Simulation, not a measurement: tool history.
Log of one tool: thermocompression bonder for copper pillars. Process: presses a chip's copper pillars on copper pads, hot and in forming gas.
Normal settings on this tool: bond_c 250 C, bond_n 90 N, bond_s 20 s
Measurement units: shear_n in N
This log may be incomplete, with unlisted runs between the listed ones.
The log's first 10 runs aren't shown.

run 11 day=6.862 | bond_c=248 bond_n=90 bond_s=20 | shear_n=76.2
run 12 day=7.558 | bond_c=248 bond_n=90 bond_s=20 | shear_n=73.2
run 13 day=8.271 | bond_c=250 bond_n=90 bond_s=42 | shear_n=96.2
run 14 day=9.096 | bond_c=250 bond_n=90 bond_s=42 | shear_n=97.1
run 15 day=9.604 | bond_c=264 bond_n=90 bond_s=20 | shear_n=88.5
run 16 day=10.375 | bond_c=264 bond_n=90 bond_s=20 | shear_n=89.8
run 17 day=10.779 | bond_c=264 bond_n=90 bond_s=20 | shear_n=87.9
run 18 day=11.683 | bond_c=264 bond_n=90 bond_s=20 | shear_n=88.3
run 19 day=12.629 | bond_c=264 bond_n=90 bond_s=20 | shear_n=88.2
run 20 day=13.167 | bond_c=264 bond_n=90 bond_s=20 | shear_n=89.3
run 21 day=13.821 | bond_c=264 bond_n=90 bond_s=20 | shear_n=89.1
run 22 day=14.625 | bond_c=245 bond_n=119 bond_s=20 | shear_n=91.1
run 23 day=15.183 | bond_c=245 bond_n=119 bond_s=20 | shear_n=90.7
run 24 day=15.983 | bond_c=269 bond_n=83 bond_s=55 | shear_n=110.2
run 25 day=16.958 | bond_c=254 bond_n=112 bond_s=16 | shear_n=89.2
run 26 day=17.367 | bond_c=250 bond_n=133 bond_s=20 | shear_n=99.3
run 27 day=18.346 | bond_c=237 bond_n=133 bond_s=44 | shear_n=107.3

Expected results for the next run?
run 28 day=18.867 | bond_c=228 bond_n=133 bond_s=44 | shear_n=?

{"run 28": {"shear_n": 97.0}}
Had the tool carried no hidden state, the very same run would have given shear_n 97.4 N.
